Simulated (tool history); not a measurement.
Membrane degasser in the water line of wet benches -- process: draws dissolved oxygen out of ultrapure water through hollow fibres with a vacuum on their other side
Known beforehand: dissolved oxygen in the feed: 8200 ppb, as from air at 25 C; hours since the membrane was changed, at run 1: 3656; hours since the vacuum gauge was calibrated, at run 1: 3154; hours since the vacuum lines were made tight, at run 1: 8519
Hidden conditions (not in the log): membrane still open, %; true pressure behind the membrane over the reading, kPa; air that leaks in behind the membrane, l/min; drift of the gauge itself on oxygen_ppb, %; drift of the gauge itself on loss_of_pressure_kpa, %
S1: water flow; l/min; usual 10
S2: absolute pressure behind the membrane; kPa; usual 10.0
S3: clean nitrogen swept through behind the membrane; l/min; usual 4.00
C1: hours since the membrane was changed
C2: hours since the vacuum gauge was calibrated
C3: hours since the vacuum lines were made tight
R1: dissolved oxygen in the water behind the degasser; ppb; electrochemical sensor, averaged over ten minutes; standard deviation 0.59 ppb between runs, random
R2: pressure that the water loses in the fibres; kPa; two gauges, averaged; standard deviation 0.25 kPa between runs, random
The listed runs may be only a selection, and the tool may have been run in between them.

run 1 hour=0.0 | S1=10 S2=10.0 S3=4.00 | C1=3656 C2=3154 C3=8519 | R1=52.1 R2=68.71
run 2 hour=129.0 | S1=10 S2=16.1 S3=4.00 | C1=3785 C2=3283 C3=8648 | R1=88.7 R2=69.04
run 3 hour=223.9 | S1=10 S2=16.1 S3=4.00 | C1=3880 C2=3378 C3=8743 | R1=88.5 R2=68.68
run 4 hour=362.8 | S1=10 S2=16.1 S3=4.00 | C1=4019 C2=3517 C3=8882 | R1=89.3 R2=68.58
run 5 hour=435.6 | S1=10 S2=16.1 S3=4.00 | C1=4092 C2=3590 C3=8954 | R1=88.1 R2=68.44
run 6 hour=551.7 | S1=10 S2=10.0 S3=2.08 | C1=4208 C2=3706 C3=9071 | R1=88.2 R2=69.22
run 7 hour=692.7 | S1=10 S2=10.0 S3=2.08 | C1=4349 C2=3847 C3=9212 | R1=88.6 R2=69.59
run 8 hour=776.3 | S1=10 S2=11.0 S3=2.08 | C1=4432 C2=3931 C3=9295 | R1=100.3 R2=68.95
run 9 hour=885.7 | S1=10 S2=10.0 S3=4.00 | C1=4542 C2=4040 C3=9405 | R1=52.1 R2=68.97
run 10 hour=1004.3 | S1=10 S2=10.0 S3=2.11 | C1=4661 C2=4159 C3=9523 | R1=86.8 R2=69.29
run 11 hour=1138.2 | S1=10 S2=8.7 S3=4.00 | C1=4794 C2=4293 C3=9657 | R1=43.1 R2=69.52
run 12 hour=1270.3 | S1=10 S2=8.7 S3=4.00 | C1=4927 C2=4425 C3=9789 | R1=42.9 R2=69.50
run 13 hour=1413.2 | S1=10 S2=20.2 S3=4.00 | C1=5069 C2=4568 C3=9932 | R1=111.2 R2=69.27
run 14 hour=1482.1 | S1=11 S2=6.6 S3=4.00 | C1=5138 C2=4637 C3=10001 | R1=35.6 R2=76.48
run 15 hour=1622.7 | S1=11 S2=6.8 S3=5.91 | C1=5279 C2=4777 C3=10142 | R1=28.7 R2=76.27
run 16 hour=1740.1 | S1=9 S2=10.0 S3=3.75 | C1=5396 C2=4895 C3=10259 | R1=47.1 R2=62.24
run 17 hour=1872.3 | S1=10 S2=9.2 S3=5.77 | C1=5529 C2=5027 C3=10391 | R1=34.2 R2=69.49
run 18 hour=2012.7 | S1=12 S2=11.1 S3=1.67 | C1=5669 C2=5167 C3=10532 | R1=152.0 R2=83.81
run 19 hour=2157.6 | S1=15 S2=8.1 S3=2.54 | C1=5814 C2=5312 C3=10676 | R1=99.5 R2=105.07
run 20 hour=2236.2 | S1=6 S2=16.9 S3=2.58 | C1=5892 C2=5391 C3=10755 | R1=81.9 R2=41.75
-- hour=2330.6 vacuum gauge calibrated
run 21 hour=2348.9 | S1=13 S2=16.9 S3=5.40 | C1=6005 C2=18 C3=10867 | R1=101.8 R2=91.04
run 22 hour=2444.2 | S1=13 S2=16.9 S3=3.09 | C1=6100 C2=114 C3=10963 | R1=158.1 R2=90.89
-- hour=2512.0 seals of the vacuum lines changed
run 23 hour=2523.5 | S1=12 S2=7.3 S3=4.00 | C1=6177 C2=191 C3=11 | R1=45.5 R2=83.52
run 24 hour=2639.4 | S1=12 S2=7.3 S3=4.00 | C1=6293 C2=307 C3=127 | R1=46.4 R2=83.95
run 25 hour=2748.2 | S1=12 S2=7.3 S3=4.00 | C1=6402 C2=416 C3=236 | R1=46.2 R2=84.11
run 26 hour=2868.4 | S1=9 S2=8.2 S3=9.38 | C1=6522 C2=536 C3=356 | R1=18.6 R2=62.97

5 ways to go on from here, each from the tool as it stands after run 26. What would each give?
run A hour=3010.3 | S1=6 S2=20.1 S3=5.25 | C1=6664 C2=678 C3=498 | R1=? R2=?
run B hour=3010.3 | S1=14 S2=8.1 S3=6.29 | C1=6664 C2=678 C3=498 | R1=? R2=?
run C hour=3010.3 | S1=9 S2=15.0 S3=9.38 | C1=6664 C2=678 C3=498 | R1=? R2=?
run D hour=3010.3 | S1=10 S2=10.0 S3=10.95 | C1=6664 C2=678 C3=498 | R1=? R2=?
run E hour=3010.3 | S1=6 S2=10.0 S3=4.00 | C1=6664 C2=678 C3=498 | R1=? R2=?

run=A R1=49.9 R2=42.33
run=B R1=51.6 R2=98.39
run=C R1=34.9 R2=63.56
run=D R1=24.5 R2=70.09
run=E R1=27.7 R2=42.06
Without the tool's unlogged condition, the same runs would have read:
run=A R1=49.9 R2=41.43
run=B R1=51.4 R2=96.28
run=C R1=34.9 R2=62.20
run=D R1=24.4 R2=68.59
run=E R1=27.7 R2=41.16
